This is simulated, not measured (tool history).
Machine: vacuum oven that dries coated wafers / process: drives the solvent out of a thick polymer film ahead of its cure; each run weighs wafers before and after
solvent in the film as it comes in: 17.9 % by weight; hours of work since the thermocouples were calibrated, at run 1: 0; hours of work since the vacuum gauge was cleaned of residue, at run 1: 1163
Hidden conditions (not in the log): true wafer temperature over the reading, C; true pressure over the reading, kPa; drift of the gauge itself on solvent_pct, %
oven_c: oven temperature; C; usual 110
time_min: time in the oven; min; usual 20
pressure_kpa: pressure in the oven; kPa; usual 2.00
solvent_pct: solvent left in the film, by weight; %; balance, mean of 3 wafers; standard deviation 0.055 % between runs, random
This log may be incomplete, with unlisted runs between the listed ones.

| run | hour | oven_c | time_min | pressure_kpa | hours of work since the thermocouples were calibrated | hours of work since the vacuum gauge was cleaned of residue | solvent_pct |
|---|---|---|---|---|---|---|---|
| 1 | 0.0 | 110 | 20 | 2.00 | 0 | 1163 | 4.26 |
| 2 | 31.4 | 110 | 30 | 2.00 | 19 | 1183 | 2.56 |
| 3 | 56.3 | 98 | 30 | 2.00 | 35 | 1198 | 4.90 |
| 4 | 101.5 | 110 | 20 | 2.00 | 62 | 1226 | 4.23 |
| 5 | 152.5 | 118 | 20 | 2.00 | 94 | 1257 | 2.83 |
| 6 | 180.4 | 110 | 20 | 2.00 | 111 | 1274 | 4.33 |
| 7 | 230.4 | 110 | 29 | 2.00 | 142 | 1305 | 2.78 |
| 8 | 269.8 | 110 | 12 | 2.00 | 166 | 1329 | 6.80 |
| 9 | 320.8 | 110 | 12 | 2.00 | 197 | 1361 | 6.83 |
| 10 | 344.7 | 110 | 12 | 2.00 | 212 | 1375 | 6.94 |
| 11 | 369.2 | 110 | 18 | 2.00 | 227 | 1390 | 4.82 |
| 12 | 399.1 | 110 | 18 | 2.00 | 245 | 1409 | 4.86 |
| 13 | 429.7 | 110 | 18 | 2.00 | 264 | 1428 | 4.87 |
| 14 | 459.2 | 110 | 20 | 2.00 | 282 | 1446 | 4.39 |
| 15 | 482.2 | 110 | 11 | 2.00 | 296 | 1460 | 7.28 |
| 16 | 514.6 | 110 | 20 | 1.29 | 316 | 1480 | 4.20 |
| 17 | 553.1 | 110 | 21 | 1.29 | 340 | 1503 | 4.00 |
| 18 | 603.6 | 110 | 21 | 1.29 | 371 | 1534 | 3.91 |
| 19 | 655.2 | 110 | 20 | 2.00 | 403 | 1566 | 4.48 |
| 20 | 699.0 | 110 | 20 | 6.30 | 430 | 1593 | 6.03 |
| 21 | 724.8 | 110 | 20 | 2.00 | 445 | 1609 | 4.46 |
| 22 | 765.4 | 110 | 20 | 2.00 | 470 | 1634 | 4.37 |
| 23 | 793.8 | 115 | 20 | 2.00 | 488 | 1651 | 3.55 |
| 24 | 835.1 | 110 | 20 | 2.00 | 513 | 1677 | 4.48 |
| 25 | 876.2 | 110 | 20 | 5.21 | 539 | 1702 | 5.78 |
| 26 | 909.6 | 110 | 20 | 5.21 | 559 | 1723 | 5.64 |
| 27 | 959.7 | 118 | 20 | 2.92 | 590 | 1753 | 3.28 |
| 28 | 990.4 | 112 | 15 | 2.00 | 609 | 1772 | 5.55 |
| 29 | 1029.9 | 96 | 16 | 3.38 | 633 | 1796 | 9.15 |
| 30 | 1069.7 | 121 | 16 | 7.31 | 657 | 1821 | 4.98 |
| 31 | 1093.2 | 121 | 16 | 7.31 | 672 | 1835 | 4.94 |
| 32 | 1126.2 | 121 | 25 | 2.26 | 692 | 1856 | 1.94 |
| 33 | 1178.5 | 116 | 22 | 2.26 | 724 | 1888 | 3.04 |
| 34 | 1212.5 | 110 | 11 | 2.00 | 745 | 1909 | 7.72 |
| 35 | 1250.2 | 110 | 27 | 6.75 | 768 | 1932 | 5.26 |
| 36 | 1299.5 | 110 | 20 | 1.66 | 799 | 1962 | 4.44 |
| 37 | 1323.9 | 110 | 27 | 1.66 | 814 | 1977 | 3.21 |
| 38 | 1347.0 | 110 | 27 | 1.66 | 828 | 1991 | 3.20 |
| 39 | 1400.7 | 110 | 14 | 2.03 | 861 | 2024 | 6.40 |
| 40 | 1448.1 | 110 | 20 | 1.30 | 890 | 2054 | 4.37 |
| 41 | 1470.3 | 110 | 24 | 2.00 | 904 | 2067 | 3.80 |
| 42 | 1500.6 | 110 | 14 | 1.13 | 922 | 2086 | 6.26 |
| 43 | 1522.8 | 95 | 20 | 2.00 | 936 | 2099 | 8.00 |
| 44 | 1551.2 | 95 | 20 | 2.00 | 953 | 2117 | 7.99 |
| 45 | 1599.4 | 116 | 11 | 4.81 | 983 | 2147 | 7.09 |
| 46 | 1644.2 | 116 | 16 | 4.81 | 1011 | 2174 | 5.41 |
| 47 | 1691.7 | 107 | 33 | 4.21 | 1040 | 2203 | 4.10 |

Measured minus without-hidden-state, run by run (identical run-to-run variation in each term; gauge scatter may differ):
| run | solvent_pct |
|---|---|
| 1 | +0.17 |
| 2 | +0.18 |
| 3 | +0.24 |
| 4 | +0.20 |
| 5 | +0.17 |
| 6 | +0.22 |
| 7 | +0.22 |
| 8 | +0.22 |
| 9 | +0.24 |
| 10 | +0.24 |
| 11 | +0.26 |
| 12 | +0.27 |
| 13 | +0.28 |
| 14 | +0.30 |
| 15 | +0.27 |
| 16 | +0.30 |
| 17 | +0.31 |
| 18 | +0.32 |
| 19 | +0.35 |
| 20 | +0.39 |
| 21 | +0.36 |
| 22 | +0.36 |
| 23 | +0.34 |
| 24 | +0.39 |
| 25 | +0.44 |
| 26 | +0.45 |
| 27 | +0.36 |
| 28 | +0.42 |
| 29 | +0.51 |
| 30 | +0.42 |
| 31 | +0.42 |
| 32 | +0.31 |
| 33 | +0.40 |
| 34 | +0.47 |
| 35 | +0.56 |
| 36 | +0.50 |
| 37 | +0.49 |
| 38 | +0.49 |
| 39 | +0.54 |
| 40 | +0.55 |
| 41 | +0.54 |
| 42 | +0.57 |
| 43 | +0.70 |
| 44 | +0.70 |
| 45 | +0.57 |
| 46 | +0.59 |
| 47 | +0.64 |

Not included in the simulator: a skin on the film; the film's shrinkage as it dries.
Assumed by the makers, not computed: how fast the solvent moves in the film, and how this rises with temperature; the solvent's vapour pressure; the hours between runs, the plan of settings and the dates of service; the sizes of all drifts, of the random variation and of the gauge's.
